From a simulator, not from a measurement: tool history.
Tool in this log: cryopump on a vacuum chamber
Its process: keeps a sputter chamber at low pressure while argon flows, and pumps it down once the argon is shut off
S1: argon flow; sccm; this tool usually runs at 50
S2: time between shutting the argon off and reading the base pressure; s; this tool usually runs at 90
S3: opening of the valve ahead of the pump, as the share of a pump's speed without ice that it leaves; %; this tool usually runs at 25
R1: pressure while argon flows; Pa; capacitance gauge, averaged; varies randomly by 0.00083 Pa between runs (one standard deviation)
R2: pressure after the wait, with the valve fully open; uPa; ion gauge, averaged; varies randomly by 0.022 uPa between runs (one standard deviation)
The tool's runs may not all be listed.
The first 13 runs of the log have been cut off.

Run 14, day 5.829: usual settings. Result: R1 0.1685 Pa, R2 2.25 uPa.
Run 15, day 6.512: usual settings. Result: R1 0.1695 Pa, R2 2.26 uPa.
Run 16, day 7.029: usual settings. Result: R1 0.1697 Pa, R2 2.23 uPa.
Run 17, day 7.567: usual settings but S2 25 s. Result: R1 0.1704 Pa, R2 3.26 uPa.
Run 18, day 8.296: usual settings but S1 33 sccm, S3 16 %. Result: R1 0.1719 Pa, R2 2.29 uPa.
Run 19, day 8.975: usual settings but S1 33 sccm, S3 16 %. Result: R1 0.1728 Pa, R2 2.21 uPa.
Run 20, day 9.696: usual settings but S1 91 sccm, S2 111 s, S3 16 %. Result: R1 0.4811 Pa, R2 2.20 uPa.
Run 21, day 10.188: usual settings but S1 47 sccm, S2 120 s, S3 31 %. Result: R1 0.1284 Pa, R2 2.27 uPa.
Run 22, day 10.833: usual settings but S2 30 s. Result: R1 0.1696 Pa, R2 3.07 uPa.
Run 23, day 11.538: usual settings but S2 178 s, S3 37 %. Result: R1 0.1159 Pa, R2 2.17 uPa.
Run 24, day 11.862: usual settings but S1 69 sccm, S2 42 s. Result: R1 0.2343 Pa, R2 2.78 uPa.
Run 25, day 12.529: usual settings but S2 292 s, S3 53 %. Result: R1 0.0833 Pa, R2 2.10 uPa.
Run 26, day 12.858: usual settings but S1 21 sccm, S2 292 s, S3 23 %. Result: R1 0.0773 Pa, R2 2.11 uPa.
Run 27, day 13.354: usual settings but S1 47 sccm, S2 215 s, S3 19 %. Result: R1 0.2098 Pa, R2 2.14 uPa.
Run 28, day 13.671: usual settings but S1 47 sccm, S2 215 s, S3 19 %. Result: R1 0.2083 Pa, R2 2.14 uPa.
Run 29, day 14.133: usual settings but S1 26 sccm, S2 101 s, S3 35 %. Result: R1 0.0634 Pa, R2 2.30 uPa.
Run 30, day 14.662: usual settings but S1 26 sccm, S2 101 s, S3 35 %. Result: R1 0.0641 Pa, R2 2.37 uPa.
Run 31, day 15.146: usual settings but S1 99 sccm. Result: R1 0.3369 Pa, R2 2.39 uPa.
Run 32, day 15.533: usual settings but S1 82 sccm, S3 45 %. Result: R1 0.1597 Pa, R2 2.37 uPa.
Run 33, day 15.888: usual settings but S1 82 sccm, S3 45 %. Result: R1 0.1593 Pa, R2 2.40 uPa.
Run 34, day 16.450: usual settings but S2 221 s. Result: R1 0.1703 Pa, R2 2.23 uPa.

Here are 4 independent what-if runs from the current tool condition. What would each one return?
Run A, day 17.062: usual settings but S1 40 sccm, S2 24 s, S3 22 %. Result: R1 ?, R2 ?.
Run B, day 17.062: usual settings but S2 221 s, S3 33 %. Result: R1 ?, R2 ?.
Run C, day 17.062: usual settings but S1 71 sccm, S2 34 s, S3 37 %. Result: R1 ?, R2 ?.
Run D, day 17.062: usual settings but S2 31 s, S3 44 %. Result: R1 ?, R2 ?.

run      R1    R2
  A  0.1557  3.51
  B  0.1307  2.20
  C  0.1668  3.14
  D  0.0985  3.18
Had the tool no hidden state, the same runs would have come out as:
run      R1    R2
  A  0.1515  1.61
  B  0.1255  0.30
  C  0.1593  1.20
  D  0.0933  1.27
